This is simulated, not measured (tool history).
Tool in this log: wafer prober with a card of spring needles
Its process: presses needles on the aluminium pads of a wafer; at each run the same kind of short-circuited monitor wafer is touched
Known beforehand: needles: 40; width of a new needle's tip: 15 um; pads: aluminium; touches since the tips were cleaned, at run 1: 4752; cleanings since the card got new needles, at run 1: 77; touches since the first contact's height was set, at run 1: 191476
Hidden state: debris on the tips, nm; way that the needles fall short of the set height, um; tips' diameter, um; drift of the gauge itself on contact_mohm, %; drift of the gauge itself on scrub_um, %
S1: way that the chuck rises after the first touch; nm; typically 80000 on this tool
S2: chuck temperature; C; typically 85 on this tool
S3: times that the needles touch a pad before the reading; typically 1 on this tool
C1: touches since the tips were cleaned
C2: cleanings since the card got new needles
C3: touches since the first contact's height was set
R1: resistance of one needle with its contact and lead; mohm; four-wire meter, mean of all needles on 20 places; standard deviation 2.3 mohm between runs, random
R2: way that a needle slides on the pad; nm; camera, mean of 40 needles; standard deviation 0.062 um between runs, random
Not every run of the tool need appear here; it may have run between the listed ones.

| run | hour | S1 | S2 | S3 | C1 | C2 | C3 | R1 | R2 |
|---|---|---|---|---|---|---|---|---|---|
| 1 | 0.0 | 80000 | 85 | 1 | 4752 | 77 | 191476 | 289 | 13970 |
|  | 1.9 | tips cleaned on abrasive film |
|  | 10.3 | tips cleaned on abrasive film |
|  | 20.9 | tips cleaned on abrasive film |
|  | 30.8 | tips cleaned on abrasive film |
|  | 39.3 | tips cleaned on abrasive film |
| 2 | 41.9 | 61000 | 85 | 1 | 1515 | 82 | 215373 | 285 | 10510 |
|  | 48.1 | tips cleaned on abrasive film |
|  | 58.6 | tips cleaned on abrasive film |
| 3 | 61.6 | 80000 | 85 | 1 | 1714 | 84 | 226598 | 278 | 13940 |
|  | 67.8 | tips cleaned on abrasive film |
|  | 76.3 | tips cleaned on abrasive film |
|  | 76.6 | height of the first contact set anew |
|  | 87.1 | tips cleaned on abrasive film |
| 4 | 87.3 | 80000 | 85 | 1 | 143 | 87 | 6142 | 266 | 13870 |
|  | 95.8 | tips cleaned on abrasive film |
|  | 105.9 | tips cleaned on abrasive film |
| 5 | 107.1 | 80000 | 85 | 1 | 690 | 89 | 17403 | 272 | 13860 |
|  | 115.5 | tips cleaned on abrasive film |
|  | 125.8 | tips cleaned on abrasive film |
|  | 136.4 | tips cleaned on abrasive film |
|  | 146.2 | tips cleaned on abrasive film |
| 6 | 149.2 | 80000 | 81 | 1 | 1720 | 93 | 41464 | 280 | 13820 |
|  | 155.5 | tips cleaned on abrasive film |
|  | 165.8 | tips cleaned on abrasive film |
| 7 | 171.6 | 68000 | 81 | 1 | 3336 | 95 | 54294 | 296 | 11750 |
|  | 175.9 | tips cleaned on abrasive film |
|  | 184.3 | tips cleaned on abrasive film |
|  | 188.7 | height of the first contact set anew, once more |
|  | 194.8 | tips cleaned on abrasive film |
| 8 | 202.1 | 68000 | 81 | 1 | 4218 | 98 | 7718 | 297 | 12070 |
|  | 204.3 | tips cleaned on abrasive film |
|  | 212.8 | tips cleaned on abrasive film |
|  | 221.2 | tips cleaned on abrasive film |
|  | 231.6 | tips cleaned on abrasive film |
| 9 | 233.8 | 68000 | 81 | 1 | 1261 | 102 | 25721 | 278 | 12280 |
|  | 240.2 | tips cleaned on abrasive film |
|  | 250.5 | tips cleaned on abrasive film |
|  | 259.0 | tips cleaned on abrasive film |
| 10 | 265.1 | 80000 | 85 | 1 | 3523 | 105 | 43628 | 287 | 14340 |
|  | 269.4 | tips cleaned on abrasive film |
|  | 277.8 | tips cleaned on abrasive film |
|  | 288.0 | tips cleaned on abrasive film |
| 11 | 291.5 | 80000 | 92 | 1 | 2003 | 108 | 58671 | 286 | 14230 |
|  | 297.9 | tips cleaned on abrasive film |
|  | 308.0 | tips cleaned on abrasive film |
|  | 317.2 | tips cleaned on abrasive film |
| 12 | 317.2 | 80000 | 92 | 1 | 0 | 111 | 73309 | 266 | 14270 |
|  | 327.5 | tips cleaned on abrasive film |
|  | 337.9 | tips cleaned on abrasive film |
|  | 346.3 | tips cleaned on abrasive film |
|  | 356.5 | tips cleaned on abrasive film |
| 13 | 357.5 | 80000 | 92 | 1 | 526 | 115 | 96321 | 271 | 14260 |
|  | 365.9 | tips cleaned on abrasive film |
|  | 376.5 | tips cleaned on abrasive film |
| 14 | 377.3 | 80000 | 92 | 1 | 515 | 117 | 107678 | 267 | 14150 |
|  | 385.8 | tips cleaned on abrasive film |
|  | 396.3 | tips cleaned on abrasive film |
|  | 406.7 | tips cleaned on abrasive film |
| 15 | 414.0 | 80000 | 92 | 1 | 4212 | 120 | 128622 | 295 | 14230 |
|  | 416.1 | tips cleaned on abrasive film |
|  | 426.7 | tips cleaned on abrasive film |
| 16 | 431.7 | 80000 | 44 | 1 | 2901 | 122 | 138752 | 273 | 14190 |

Run 17 has not been measured yet. What should we expect?
|  | 436.0 | tips cleaned on abrasive film |
|  | 446.4 | tips cleaned on abrasive film |
|  | 456.7 | tips cleaned on abrasive film |
|  | 466.2 | tips cleaned on abrasive film |
| 17 | 469.1 | 80000 | 29 | 3 | 1693 | 126 | 160077 | ? | ? |

{"run 17": {"R1": 254, "R2": 13890}}
Without the tool's hidden state the same run would have given R1 247 mohm, R2 14190 nm.
